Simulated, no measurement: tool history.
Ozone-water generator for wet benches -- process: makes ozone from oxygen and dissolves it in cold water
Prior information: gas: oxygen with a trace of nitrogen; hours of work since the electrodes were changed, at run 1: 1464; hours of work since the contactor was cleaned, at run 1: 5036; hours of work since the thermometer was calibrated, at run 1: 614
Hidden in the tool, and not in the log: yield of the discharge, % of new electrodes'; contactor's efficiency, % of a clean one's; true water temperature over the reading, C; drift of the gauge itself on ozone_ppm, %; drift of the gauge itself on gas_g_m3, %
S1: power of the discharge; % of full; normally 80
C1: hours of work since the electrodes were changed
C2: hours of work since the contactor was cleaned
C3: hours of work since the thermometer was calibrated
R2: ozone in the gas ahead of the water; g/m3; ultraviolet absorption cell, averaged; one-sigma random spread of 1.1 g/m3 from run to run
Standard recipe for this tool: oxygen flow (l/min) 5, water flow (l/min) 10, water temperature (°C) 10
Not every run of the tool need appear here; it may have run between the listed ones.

Run 1, hour 0: usual settings; C1 1464; C2 5036; C3 614. Result: dissolved ozone (ppm) 31.8, R2 195 g/m3.
Run 2, hour 45.5: usual settings; C1 1498; C2 5070; C3 647. Result: dissolved ozone (ppm) 31.3, R2 195.3 g/m3.
Run 3, hour 76.1: usual settings; C1 1521; C2 5093; C3 670. Result: dissolved ozone (ppm) 31.3, R2 197.2 g/m3.
Run 4, hour 137: usual settings; C1 1566; C2 5138; C3 716. Result: dissolved ozone (ppm) 31.3, R2 196.6 g/m3.
Run 5, hour 165.6: usual settings; C1 1587; C2 5159; C3 737. Result: dissolved ozone (ppm) 31.6, R2 195.9 g/m3.
Run 6, hour 200.4: usual settings; C1 1613; C2 5185; C3 763. Result: dissolved ozone (ppm) 31.3, R2 197.5 g/m3.
Run 7, hour 249.7: usual settings; C1 1650; C2 5222; C3 799. Result: dissolved ozone (ppm) 31.6, R2 196.9 g/m3.
Run 8, hour 309: usual settings; C1 1694; C2 5266; C3 844. Result: dissolved ozone (ppm) 31.2, R2 198.1 g/m3.
Run 9, hour 334.5: usual settings but water temperature (°C) 9; C1 1713; C2 5285; C3 862. Result: dissolved ozone (ppm) 31.9, R2 196 g/m3.
Run 10, hour 392.4: usual settings but water temperature (°C) 9; C1 1756; C2 5328; C3 906. Result: dissolved ozone (ppm) 32, R2 197.3 g/m3.
Run 11, hour 429: usual settings but water flow (l/min) 14, water temperature (°C) 9; C1 1783; C2 5355; C3 933. Result: dissolved ozone (ppm) 24.6, R2 195.8 g/m3.
Run 12, hour 465.1: usual settings but water flow (l/min) 7; C1 1810; C2 5382; C3 960. Result: dissolved ozone (ppm) 39.5, R2 197.1 g/m3.
Run 13, hour 519: usual settings; C1 1850; C2 5422; C3 1000. Result: dissolved ozone (ppm) 31.4, R2 196.9 g/m3.
Run 14, hour 561.7: usual settings; C1 1882; C2 5454; C3 1032. Result: dissolved ozone (ppm) 31.5, R2 197.2 g/m3.
Run 15, hour 600.9: usual settings; C1 1911; C2 5483; C3 1061. Result: dissolved ozone (ppm) 31.6, R2 198.9 g/m3.
Run 16, hour 636.8: usual settings but oxygen flow (l/min) 8.51, water flow (l/min) 13, water temperature (°C) 15; C1 1938; C2 5510; C3 1087. Result: dissolved ozone (ppm) 20.5, R2 138.2 g/m3.
Run 17, hour 677.3: usual settings but oxygen flow (l/min) 8.51, water flow (l/min) 13, water temperature (°C) 15; C1 1968; C2 5540; C3 1118. Result: dissolved ozone (ppm) 20.6, R2 138.5 g/m3.
Run 18, hour 710.2: usual settings but S1 41 % of full, oxygen flow (l/min) 7.13; C1 1992; C2 5564; C3 1142. Result: dissolved ozone (ppm) 15.2, R2 83.8 g/m3.
Run 19, hour 752.8: usual settings but S1 89 % of full, oxygen flow (l/min) 2.82, water temperature (°C) 8; C1 2024; C2 5596; C3 1174. Result: dissolved ozone (ppm) 39.3, R2 319.8 g/m3.
Run 20, hour 810.3: usual settings but S1 73 % of full, oxygen flow (l/min) 2.82, water temperature (°C) 7; C1 2067; C2 5639; C3 1216. Result: dissolved ozone (ppm) 32.7, R2 264.1 g/m3.
At hour 834.3: contactor cleaned.
Run 21, hour 855.4: usual settings but S1 73 % of full, oxygen flow (l/min) 2.82, water temperature (°C) 7; C1 2097; C2 16; C3 1247. Result: dissolved ozone (ppm) 32.6, R2 267.3 g/m3.
Run 22, hour 892.8: usual settings but S1 99 % of full, water flow (l/min) 7; C1 2125; C2 43; C3 1275. Result: dissolved ozone (ppm) 48.7, R2 242.2 g/m3.
Run 23, hour 928.2: usual settings but S1 99 % of full, water flow (l/min) 7; C1 2152; C2 70; C3 1301. Result: dissolved ozone (ppm) 48.3, R2 243.5 g/m3.
Run 24, hour 986.7: usual settings but S1 99 % of full, water flow (l/min) 7; C1 2195; C2 113; C3 1345. Result: dissolved ozone (ppm) 48.5, R2 243.1 g/m3.
Run 25, hour 1041.7: usual settings but S1 94 % of full, oxygen flow (l/min) 8.2, water flow (l/min) 13, water temperature (°C) 8; C1 2236; C2 154; C3 1386. Result: dissolved ozone (ppm) 28, R2 166.9 g/m3.
Run 26, hour 1081.3: usual settings but S1 46 % of full, oxygen flow (l/min) 3.06, water temperature (°C) 7; C1 2266; C2 184; C3 1415. Result: dissolved ozone (ppm) 20.9, R2 164.8 g/m3.
Run 27, hour 1112.4: usual settings but water flow (l/min) 16; C1 2289; C2 207; C3 1438. Result: dissolved ozone (ppm) 21.7, R2 200.2 g/m3.
Run 28, hour 1158.7: usual settings but S1 61 % of full, oxygen flow (l/min) 5.74, water flow (l/min) 9; C1 2323; C2 241; C3 1473. Result: dissolved ozone (ppm) 24.8, R2 140.5 g/m3.
Run 29, hour 1194.7: usual settings but S1 63 % of full, oxygen flow (l/min) 3.75, water flow (l/min) 11, water temperature (°C) 11; C1 2350; C2 268; C3 1499. Result: dissolved ozone (ppm) 24.1, R2 194.6 g/m3.
Run 30, hour 1250.8: usual settings but oxygen flow (l/min) 2.84, water flow (l/min) 11; C1 2392; C2 310; C3 1541. Result: dissolved ozone (ppm) 31.2, R2 291 g/m3.

Describe how what the log doesn't record of the tool's condition differs between the last listed run preceding each entry between runs and the first listed run following it.
Between runs 20 and 21: contactor cleaned (hour 834.3)
  contactor's efficiency, % of a clean one's: 99.9 -> 100; drift of the gauge itself on gas_g_m3, %: 1.62 -> 1.7
  measured result minus the result with no hidden state, R2: +4 -> +4.3 g/m3
